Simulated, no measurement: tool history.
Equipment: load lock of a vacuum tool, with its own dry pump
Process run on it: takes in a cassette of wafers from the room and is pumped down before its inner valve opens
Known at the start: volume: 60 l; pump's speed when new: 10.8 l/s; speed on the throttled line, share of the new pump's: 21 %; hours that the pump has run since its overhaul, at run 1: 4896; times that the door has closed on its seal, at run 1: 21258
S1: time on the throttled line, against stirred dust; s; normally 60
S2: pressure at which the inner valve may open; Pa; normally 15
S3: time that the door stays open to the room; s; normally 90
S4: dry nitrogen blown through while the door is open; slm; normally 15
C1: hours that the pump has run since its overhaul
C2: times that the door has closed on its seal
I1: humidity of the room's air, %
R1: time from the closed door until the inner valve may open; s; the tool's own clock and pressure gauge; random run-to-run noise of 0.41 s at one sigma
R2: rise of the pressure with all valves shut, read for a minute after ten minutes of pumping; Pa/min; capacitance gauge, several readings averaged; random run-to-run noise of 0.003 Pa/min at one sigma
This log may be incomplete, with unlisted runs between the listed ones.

run,day,S1,S2,S3,S4,C1,C2,I1,R1,R2
1,0.000,60,15,90,15,4896,21258,47.0,97.3,0.049
2,16.183,60,15,90,15,5284,22337,43.4,96.6,0.040
3,39.250,60,15,90,15,5838,23874,43.4,96.3,0.047
4,54.133,60,15,90,12,6195,24866,43.9,96.7,0.049
5,65.842,60,15,90,12,6476,25647,44.6,97.1,0.046
6,86.488,60,15,90,12,6971,27023,45.2,96.6,0.043
7,110.204,60,15,90,12,7541,28604,47.4,97.0,0.054
8,125.179,60,15,90,12,7900,29602,47.5,96.6,0.048
9,142.371,60,15,90,12,8313,30748,47.6,96.8,0.048
10,170.292,60,15,90,12,8983,32609,47.7,97.8,0.052
11,196.650,60,15,90,12,9615,34366,43.9,97.3,0.050
12,215.600,60,15,90,12,10070,35629,47.7,97.6,0.052
13,230.608,60,15,90,12,10430,36629,45.0,97.1,0.052
14,259.279,60,15,90,21,11118,38540,46.6,96.7,0.045
15,271.971,60,15,90,21,11423,39386,47.3,96.7,0.047
16,300.508,60,15,90,21,12108,41288,45.8,97.6,0.038
17,317.083,60,15,90,21,12506,42393,43.5,97.2,0.040
18,335.096,60,15,90,21,12938,43594,42.6,97.5,0.033
19,351.275,92,15,38,8,13326,44672,42.7,122.2,0.039
20,368.650,92,12,38,8,13743,45830,42.6,123.5,0.041
# day 384.975: dry pump taken out, an overhauled one fitted
21,385.125,95,10,90,19,4,46912,43.3,127.3,0.043
22,406.879,35,15,90,15,526,48362,43.0,77.4,0.044
23,425.696,35,15,57,15,977,49616,46.6,77.6,0.041
24,442.588,69,23,120,44,1383,50742,47.5,101.3,0.032
25,456.967,62,23,120,12,1728,51700,43.6,96.5,0.054
26,471.521,62,23,120,12,2077,52670,44.7,96.2,0.053
27,493.167,60,15,90,5,2597,54113,43.4,97.4,0.050
28,510.675,60,28,90,15,3017,55280,45.5,93.2,0.049
29,532.629,60,28,90,15,3544,56743,48.5,93.3,0.051
30,553.546,93,24,90,15,4046,58137,49.9,120.7,0.052
31,569.925,49,30,90,43,4439,59229,44.0,84.0,0.029
32,594.521,49,30,90,43,5029,60869,45.6,84.5,0.028
33,611.288,60,17,90,5,5432,61986,43.4,95.5,0.059
34,630.250,60,17,90,5,5887,63250,48.0,96.8,0.060
35,651.167,60,17,90,5,6389,64644,45.2,96.7,0.050
36,667.862,60,17,142,13,6789,65757,46.4,95.9,0.056

Alternative continuations, all from the tool just after run 36; predict every row:
A,694.975,39,15,198,15,7440,67564,44.0,?,?
B,694.975,60,17,142,34,7440,67564,47.1,?,?
C,694.975,80,15,57,15,7440,67564,43.7,?,?

run,R1,R2
A,79.3,0.058
B,96.6,0.039
C,112.9,0.039
Stripped of hidden state, with their random variation kept, the same runs would have yielded:
run,R1,R2
A,79.3,0.057
B,96.6,0.038
C,112.9,0.038
